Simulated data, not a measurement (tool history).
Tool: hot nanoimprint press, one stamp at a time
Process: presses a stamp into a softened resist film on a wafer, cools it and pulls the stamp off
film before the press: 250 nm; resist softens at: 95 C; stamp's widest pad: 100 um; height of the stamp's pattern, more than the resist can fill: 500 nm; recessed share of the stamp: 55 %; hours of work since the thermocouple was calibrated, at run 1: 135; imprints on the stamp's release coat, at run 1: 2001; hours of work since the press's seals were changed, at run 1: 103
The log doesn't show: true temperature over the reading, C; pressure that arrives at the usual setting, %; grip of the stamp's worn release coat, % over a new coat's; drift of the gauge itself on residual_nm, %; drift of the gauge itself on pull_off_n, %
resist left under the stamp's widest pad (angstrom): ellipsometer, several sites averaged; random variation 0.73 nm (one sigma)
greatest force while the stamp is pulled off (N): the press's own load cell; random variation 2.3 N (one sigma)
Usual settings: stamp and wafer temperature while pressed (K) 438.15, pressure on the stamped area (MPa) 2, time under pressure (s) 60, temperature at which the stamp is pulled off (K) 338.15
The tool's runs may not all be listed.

run    hour  stamp and wafer temperature while pressed (K)  pressure on the stamped area (MPa)  time under pressure (s)  temperature at which the stamp is pulled off (K)  hours of work since the thermocouple was calibrated  imprints on the stamp's release coat  hours of work since the press's seals were changed  resist left under the stamp's widest pad (angstrom)  greatest force while the stamp is pulled off (N)
  1       0                                         438.15                                   2                       60                                            338.15                                                  135                                  2001                                                 103                                                 1378                                                99
  2    53.8                                         438.15                                   2                       60                                            338.15                                                  158                                  2115                                                 126                                                 1380                                               102
       66.7  -- stamp cleaned and given a new release coat
  3   114.9                                         438.15                                   2                       60                                            338.15                                                  182                                   102                                                 149                                                 1390                                               104
  4   165.5                                         438.15                                   2                       37                                            338.15                                                  204                                   209                                                 171                                                 1600                                                98
  5   210.1                                         438.15                                   2                       37                                            338.15                                                  223                                   303                                                 190                                                 1599                                               103
  6   261.6                                         438.15                                   2                       60                                            338.15                                                  245                                   412                                                 212                                                 1379                                               106
  7   307.9                                         438.15                                   2                       60                                            338.15                                                  265                                   510                                                 232                                                 1379                                               100
  8   346.4                                         438.15                                   2                       60                                            338.15                                                  281                                   591                                                 248                                                 1369                                               106
  9   391.5                                         438.15                                   2                       60                                            338.15                                                  300                                   687                                                 268                                                 1376                                               100
 10   417.7                                         438.15                                   2                       60                                            338.15                                                  312                                   742                                                 279                                                 1377                                               102
 11   459.4                                         438.15                                   2                       60                                            325.15                                                  329                                   830                                                 297                                                 1377                                               143
 12   504.9                                         438.15                                   2                       60                                            325.15                                                  349                                   926                                                 316                                                 1395                                               140
 13   537.4                                         438.15                                   2                       60                                            324.15                                                  363                                   995                                                 330                                                 1388                                               149
 14   584.1                                         438.15                                   2                       60                                            345.15                                                  383                                  1093                                                 350                                                 1385                                                81
 15   624.4                                         438.15                                   2                       60                                            345.15                                                  400                                  1178                                                 367                                                 1392                                                84
 16   659.9                                         438.15                                1.43                      102                                            339.15                                                  415                                  1254                                                 383                                                 1359                                                99
 17   684.2                                         438.15                                1.43                      102                                            339.15                                                  426                                  1305                                                 393                                                 1349                                               100
 18     728                                         427.15                                1.93                       55                                            325.15                                                  444                                  1397                                                 412                                                 1960                                               144
 19   772.7                                         427.15                                1.93                       55                                            325.15                                                  463                                  1492                                                 431                                                 1935                                               138
 20   795.6                                         438.15                                2.78                       76                                            336.15                                                  473                                  1540                                                 441                                                 1091                                               111
 21   829.9                                         438.15                                2.78                       76                                            336.15                                                  488                                  1612                                                 455                                                 1103                                               110
 22   874.2                                         438.15                                2.78                       76                                            336.15                                                  507                                  1706                                                 474                                                 1093                                               108
 23   898.1                                         438.15                                2.78                       76                                            336.15                                                  517                                  1756                                                 485                                                 1088                                               105
 24   937.6                                         433.15                                   2                       35                                            338.15                                                  534                                  1840                                                 501                                                 1833                                               102
 25     963                                         438.15                                   2                       39                                            342.15                                                  545                                  1894                                                 512                                                 1571                                                94
 26  1014.1                                         438.15                                1.32                       60                                            338.15                                                  567                                  2002                                                 534                                                 1636                                               100
     1059.8  -- plate thermocouple calibrated
 27  1073.1                                         429.15                                1.74                       89                                            338.15                                                    6                                  2120                                                 558                                                 1737                                               104
     1083.5  -- stamp cleaned and given a new release coat
 28  1116.9                                         431.15                                1.98                       60                                            338.15                                                   22                                    71                                                 574                                                 1712                                               101
 29  1173.6                                         438.15                                2.45                       75                                            346.15                                                   46                                   190                                                 599                                                 1170                                                75
 30  1228.7                                         438.15                                   2                       62                                            336.15                                                   70                                   307                                                 622                                                 1369                                               109

Hidden state at the last listed run before each entry between runs and at the first one after, where it differs:
Between runs 2 and 3: stamp cleaned and given a new release coat (hour 66.7)
  true temperature over the reading, C: 0 -> -0.01; grip of the stamp's worn release coat, % over a new coat's: 0.9 -> 0
Between runs 26 and 27: plate thermocouple calibrated (hour 1059.8)
  true temperature over the reading, C: -0.02 -> 0; pressure that arrives at the usual setting, %: 99.97 -> 99.96; grip of the stamp's worn release coat, % over a new coat's: 0.8 -> 0.9
Between runs 27 and 28: stamp cleaned and given a new release coat (hour 1083.5)
  grip of the stamp's worn release coat, % over a new coat's: 0.9 -> 0
